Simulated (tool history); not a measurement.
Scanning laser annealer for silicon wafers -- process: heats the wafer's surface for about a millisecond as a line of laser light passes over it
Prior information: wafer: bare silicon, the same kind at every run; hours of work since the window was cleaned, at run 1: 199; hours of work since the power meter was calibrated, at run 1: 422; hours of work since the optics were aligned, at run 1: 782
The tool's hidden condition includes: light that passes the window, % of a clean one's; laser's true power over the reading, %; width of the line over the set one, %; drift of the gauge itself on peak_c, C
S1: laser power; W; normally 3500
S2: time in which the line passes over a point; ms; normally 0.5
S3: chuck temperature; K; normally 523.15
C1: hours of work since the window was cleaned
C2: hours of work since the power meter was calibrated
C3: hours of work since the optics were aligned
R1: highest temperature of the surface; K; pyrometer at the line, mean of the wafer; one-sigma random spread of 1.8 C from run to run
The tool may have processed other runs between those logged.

| run | hour | S1 | S2 | S3 | C1 | C2 | C3 | R1 |
|---|---|---|---|---|---|---|---|---|
| 1 | 0 | 3500 | 0.5 | 523.15 | 199 | 422 | 782 | 1269.15 |
| 2 | 45.5 | 3500 | 0.5 | 537.15 | 228 | 450 | 810 | 1285.15 |
| 3 | 67.2 | 3500 | 0.5 | 537.15 | 241 | 463 | 824 | 1279.15 |
| 4 | 93.4 | 3500 | 0.5 | 537.15 | 257 | 480 | 840 | 1278.15 |
| 5 | 136.7 | 3500 | 0.5 | 523.15 | 284 | 507 | 867 | 1262.15 |
| 6 | 182.7 | 3500 | 0.5 | 523.15 | 313 | 535 | 895 | 1258.15 |
| 7 | 205.5 | 3500 | 0.5 | 523.15 | 327 | 549 | 910 | 1256.15 |
| 8 | 242 | 3500 | 0.5 | 523.15 | 350 | 572 | 932 | 1255.15 |
| 9 | 278.2 | 3500 | 0.5 | 523.15 | 372 | 595 | 955 | 1252.15 |
| 10 | 300.7 | 3500 | 0.5 | 523.15 | 386 | 608 | 969 | 1254.15 |
| 11 | 336.6 | 3500 | 0.5 | 547.15 | 408 | 631 | 991 | 1273.15 |
| 12 | 364.2 | 3500 | 0.5 | 547.15 | 425 | 648 | 1008 | 1275.15 |
|  | 401.7 | window over the wafer cleaned |
| 13 | 403.3 | 3500 | 0.5 | 511.15 | 1 | 671 | 1031 | 1279.15 |
| 14 | 449.8 | 3500 | 0.5 | 511.15 | 30 | 700 | 1060 | 1276.15 |
| 15 | 476.3 | 3500 | 0.425 | 511.15 | 46 | 716 | 1076 | 1224.15 |
| 16 | 508.5 | 3500 | 0.425 | 511.15 | 66 | 736 | 1096 | 1215.15 |
| 17 | 534.4 | 3097 | 0.439 | 555.15 | 82 | 752 | 1113 | 1167.15 |
|  | 574.1 | optics aligned, line set to its width |
| 18 | 575.8 | 3097 | 0.439 | 555.15 | 105 | 775 | 1 | 1171.15 |
| 19 | 597.3 | 3501 | 0.439 | 507.15 | 118 | 788 | 14 | 1230.15 |
| 20 | 627 | 3247 | 0.5 | 504.15 | 137 | 807 | 33 | 1193.15 |
| 21 | 660.9 | 3247 | 0.447 | 504.15 | 158 | 828 | 54 | 1162.15 |
| 22 | 681.7 | 3089 | 0.447 | 504.15 | 171 | 841 | 67 | 1117.15 |
| 23 | 718.4 | 3444 | 0.618 | 541.15 | 194 | 864 | 90 | 1353.15 |
| 24 | 759.3 | 3765 | 0.5 | 523.15 | 219 | 889 | 115 | 1355.15 |
| 25 | 779.2 | 3651 | 0.576 | 501.15 | 231 | 901 | 127 | 1348.15 |
| 26 | 815.4 | 3651 | 0.576 | 501.15 | 254 | 924 | 150 | 1343.15 |
| 27 | 840.5 | 3651 | 0.576 | 527.15 | 269 | 939 | 165 | 1369.15 |
| 28 | 870.5 | 3755 | 0.543 | 495.15 | 288 | 958 | 184 | 1344.15 |

Forecast each of these 3 alternatives for the next run:
| A | 892.6 | 3827 | 0.397 | 521.15 | 302 | 972 | 198 | ? |
| B | 892.6 | 3742 | 0.507 | 503.15 | 302 | 972 | 198 | ? |
| C | 892.6 | 3755 | 0.45 | 536.15 | 302 | 972 | 198 | ? |

| run | R1 |
|---|---|
| A | 1280.15 |
| B | 1324.15 |
| C | 1319.15 |
Stripped of hidden state, with their random variation kept, the same runs would have yielded:
| run | R1 |
|---|---|
| A | 1307.15 |
| B | 1353.15 |
| C | 1347.15 |

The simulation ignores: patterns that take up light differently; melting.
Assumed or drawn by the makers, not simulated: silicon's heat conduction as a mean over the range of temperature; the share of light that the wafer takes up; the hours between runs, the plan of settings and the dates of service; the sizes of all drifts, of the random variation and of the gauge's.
